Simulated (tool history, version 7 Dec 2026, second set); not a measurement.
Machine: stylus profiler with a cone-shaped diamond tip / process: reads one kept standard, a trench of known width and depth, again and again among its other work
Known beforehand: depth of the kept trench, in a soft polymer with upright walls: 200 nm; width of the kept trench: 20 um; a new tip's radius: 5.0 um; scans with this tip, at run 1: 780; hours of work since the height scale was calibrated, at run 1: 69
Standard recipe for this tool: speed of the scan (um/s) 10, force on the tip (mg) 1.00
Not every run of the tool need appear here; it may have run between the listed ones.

run	hour	speed of the scan (um/s)	force on the tip (mg)	scans with this tip	hours of work since the height scale was calibrated	depth of the trench (Å)	width of the trench's floor (nm)
1	0.0	10	1.00	780	69	2007.8	17030
2	9.6	10	1.21	838	74	2007.3	16990
3	18.1	10	1.21	890	79	2006.9	17050
4	27.3	10	1.00	945	84	2005.6	17030
5	44.2	10	0.46	1048	93	2002.5	16980
6	54.0	13	1.00	1107	98	2006.3	16960
7	68.7	13	1.00	1197	106	2005.3	16900
8	85.7	4	1.00	1300	115	2007.0	17030
9	97.3	4	1.00	1370	121	2007.3	17000
10	115.6	4	1.00	1481	131	2007.5	16980
11	125.1	4	1.00	1539	136	2006.8	16990
12	135.5	4	1.00	1602	142	2007.7	16970
13	153.2	4	1.00	1710	151	2008.6	17030
14	172.2	4	1.00	1825	161	2008.6	16970
15	185.5	4	1.00	1906	168	2006.8	17000
16	199.9	10	1.00	1994	176	2009.0	16910
17	209.0	37	1.00	2049	181	2008.5	16800
18	227.7	37	1.00	2162	191	2006.4	16770
19	242.6	10	0.75	2253	199	2008.5	16880
20	260.6	10	0.75	2362	209	2006.3	16900
21	269.1	10	0.75	2414	213	2007.8	16860
22	278.3	10	0.75	2469	218	2005.6	16850
23	297.4	10	1.00	2586	228	2007.2	16880
24	308.7	3	2.07	2654	234	2010.1	16910
25	327.8	3	0.71	2770	245	2006.0	16910
26	341.9	8	0.42	2855	252	2005.5	16870
27	360.5	8	1.04	2968	262	2008.1	16850
28	373.6	8	1.04	3048	269	2010.0	16820
29	386.9	8	1.04	3129	276	2006.9	16800
30	397.1	8	1.04	3191	282	2008.2	16890
31	410.5	2	2.34	3272	289	2012.9	16820
32	421.8	2	2.34	3341	295	2012.9	16860
33	435.2	2	2.34	3422	302	2011.1	16870
34	449.8	2	2.34	3511	310	2012.3	16820
35	466.2	2	2.34	3610	319	2012.2	16820
36	474.2	2	2.34	3659	323	2011.5	16820
37	489.3	8	2.81	3751	331	2013.3	16830
38	501.4	2	2.65	3824	338	2013.6	16810
39	516.2	5	1.35	3914	346	2010.9	16730
40	533.0	5	1.35	4016	355	2010.1	16780
41	543.9	5	1.35	4083	361	2011.0	16790
42	555.6	5	1.35	4153	367	2011.7	16720
43	563.7	10	0.50	4203	371	2006.2	16780
44	573.7	10	0.50	4263	377	2006.0	16670
45	584.4	11	0.82	4328	382	2006.2	16780
46	593.3	2	1.83	4382	387	2012.5	16760

Selected run-to-run steps in depth of the trench (Å), each split into two signed amounts: the part the tool would show with no hidden state at all (from settings, incoming material and random variation), and the remainder, which goes to the hidden state together with any gauge scatter not common to the measured and the hidden-state-free results:
Hidden state present: radius of the tip, um; height scale over the true one, %; drift of the gauge itself on depth_nm, %; drift of the gauge itself on floor_um, %.
Run 4 -> 5: force on the tip (mg) 1.00 -> 0.46. depth of the trench (Å) -3.1: hidden state +0.2, all else -3.3.
Run 12 -> 13: nothing adjusted, nothing logged. depth of the trench (Å) +0.9: hidden state +0.2, all else +0.7.
Run 14 -> 15: nothing adjusted, nothing logged. depth of the trench (Å) -1.8: hidden state +0.2, all else -2.0.
Run 30 -> 31: speed of the scan (um/s) 8 -> 2, force on the tip (mg) 1.04 -> 2.34. depth of the trench (Å) +4.7: hidden state +0.1, all else +4.6.
Run 42 -> 43: speed of the scan (um/s) 5 -> 10, force on the tip (mg) 1.35 -> 0.50. depth of the trench (Å) -5.5: hidden state +0.0, all else -5.5.
Run 45 -> 46: speed of the scan (um/s) 11 -> 2, force on the tip (mg) 0.82 -> 1.83. depth of the trench (Å) +6.3: hidden state +0.0, all else +6.3.
